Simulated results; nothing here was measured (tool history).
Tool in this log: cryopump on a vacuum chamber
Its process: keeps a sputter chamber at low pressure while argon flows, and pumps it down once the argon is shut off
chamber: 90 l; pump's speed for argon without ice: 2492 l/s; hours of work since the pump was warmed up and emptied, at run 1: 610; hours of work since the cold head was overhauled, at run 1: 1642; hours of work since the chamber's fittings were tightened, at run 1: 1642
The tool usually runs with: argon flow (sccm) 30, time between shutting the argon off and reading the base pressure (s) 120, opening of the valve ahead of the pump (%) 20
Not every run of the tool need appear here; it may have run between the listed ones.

run    hour  argon flow (sccm)  time between shutting the argon off and reading the base pressure (s)  opening of the valve ahead of the pump (%)  hours of work since the pump was warmed up and emptied  hours of work since the cold head was overhauled  hours of work since the chamber's fittings were tightened  pressure while argon flows (Pa)  pressure after the wait (uPa)
  1     0.0                 30                                                                    120                                          20                                                     610                                              1642                                                       1642                           0.1075                           1.14
  2    98.2                 30                                                                    120                                          20                                                     674                                              1707                                                       1707                           0.1079                           1.23
  3   217.1                 21                                                                    120                                          20                                                     751                                              1784                                                       1784                           0.0761                           1.30
  4   296.3                 30                                                                    120                                          20                                                     803                                              1836                                                       1836                           0.1098                           1.35
  5   356.7                 30                                                                    120                                          20                                                     842                                              1875                                                       1875                           0.1106                           1.40
  6   459.9                 30                                                                    120                                          20                                                     909                                              1942                                                       1942                           0.1110                           1.43
  7   570.3                 30                                                                    120                                          20                                                     981                                              2014                                                       2014                           0.1121                           1.56
      582.9  -- pump warmed up, emptied and cooled again
  8   672.1                 30                                                                    120                                          20                                                      58                                              2077                                                       2077                           0.1038                           1.19
  9   730.0                 30                                                                    120                                          20                                                      96                                              2115                                                       2115                           0.1036                           1.22
 10   819.7                 30                                                                    120                                          20                                                     154                                              2174                                                       2174                           0.1034                           1.26
 11   884.4                 30                                                                    120                                          26                                                     197                                              2216                                                       2216                           0.0799                           1.28
 12   967.9                 30                                                                    120                                          45                                                     251                                              2270                                                       2270                           0.0483                           1.35
 13  1093.0                 30                                                                    120                                          45                                                     333                                              2352                                                       2352                           0.0483                           1.36
 14  1145.9                 30                                                                    120                                          45                                                     367                                              2386                                                       2386                           0.0490                           1.39
 15  1275.6                 30                                                                    123                                          20                                                     452                                              2471                                                       2471                           0.1069                           1.42
 16  1331.4                 30                                                                    123                                          20                                                     488                                              2507                                                       2507                           0.1066                           1.46
 17  1423.4                 30                                                                    123                                          20                                                     548                                              2567                                                       2567                           0.1083                           1.56
 18  1482.8                 30                                                                    123                                          20                                                     587                                              2606                                                       2606                           0.1075                           1.52
 19  1561.6                 19                                                                    120                                          20                                                     638                                              2657                                                       2657                           0.0684                           1.61
 20  1616.2                 36                                                                     52                                          56                                                     674                                              2693                                                       2693                           0.0520                           2.14
 21  1733.3                 17                                                                     84                                          56                                                     750                                              2769                                                       2769                           0.0248                           1.87
 22  1839.4                 31                                                                     24                                          17                                                     819                                              2838                                                       2838                           0.1322                           3.15
 23  1916.2                 26                                                                    203                                          17                                                     869                                              2888                                                       2888                           0.1113                           1.71
 24  2041.3                 26                                                                    203                                          17                                                     951                                              2970                                                       2970                           0.1125                           1.83
     2100.5  -- pump warmed up, emptied and cooled again
 25  2163.3                 12                                                                    203                                          37                                                      41                                              3046                                                       3046                           0.0228                           1.36
 26  2218.2                 12                                                                    203                                          37                                                      77                                              3082                                                       3082                           0.0229                           1.44
 27  2290.1                 54                                                                    100                                          42                                                     124                                              3129                                                       3129                           0.0915                           1.63
 28  2373.7                 32                                                                    130                                          53                                                     178                                              3183                                                       3183                           0.0435                           1.58
 29  2480.3                 15                                                                    120                                          42                                                     248                                              3253                                                       3253                           0.0254                           1.68
 30  2594.1                 20                                                                     68                                          30                                                     322                                              3327                                                       3327                           0.0479                           2.00
 31  2648.9                 20                                                                     68                                          30                                                     357                                              3363                                                       3363                           0.0487                           2.07
     2745.5  -- leaking fittings of the chamber tightened, without venting
 32  2766.7                 35                                                                     68                                          30                                                     433                                              3438                                                         14                           0.0843                           0.80
 33  2879.0                 35                                                                    142                                          20                                                     506                                              3511                                                         87                           0.1255                           0.56

Results per run with the tool's hidden condition removed, run-to-run variation unchanged:
Hidden state at play: pump's speed, % of a pump's without ice; cold plate's temperature, K; leak into the chamber, uPa l/s; drift of the gauge itself on working_pa, %; drift of the gauge itself on base_upa, %.
run  pressure while argon flows (Pa)  pressure after the wait (uPa)
  1                           0.1018                           0.43
  2                           0.1016                           0.46
  3                           0.0711                           0.49
  4                           0.1020                           0.48
  5                           0.1023                           0.48
  6                           0.1017                           0.47
  7                           0.1018                           0.49
  8                           0.1026                           0.47
  9                           0.1021                           0.47
 10                           0.1015                           0.48
 11                           0.0777                           0.49
 12                           0.0456                           0.49
 13                           0.0449                           0.46
 14                           0.0452                           0.45
 15                           0.1024                           0.43
 16                           0.1018                           0.44
 17                           0.1029                           0.47
 18                           0.1017                           0.44
 19                           0.0644                           0.47
 20                           0.0438                           0.93
 21                           0.0205                           0.61
 22                           0.1235                           1.83
 23                           0.1034                           0.32
 24                           0.1037                           0.32
 25                           0.0222                           0.30
 26                           0.0222                           0.34
 27                           0.0875                           0.52
 28                           0.0407                           0.41
 29                           0.0238                           0.46
 30                           0.0454                           0.73
 31                           0.0460                           0.74
 32                           0.0788                           0.73
 33                           0.1190                           0.45

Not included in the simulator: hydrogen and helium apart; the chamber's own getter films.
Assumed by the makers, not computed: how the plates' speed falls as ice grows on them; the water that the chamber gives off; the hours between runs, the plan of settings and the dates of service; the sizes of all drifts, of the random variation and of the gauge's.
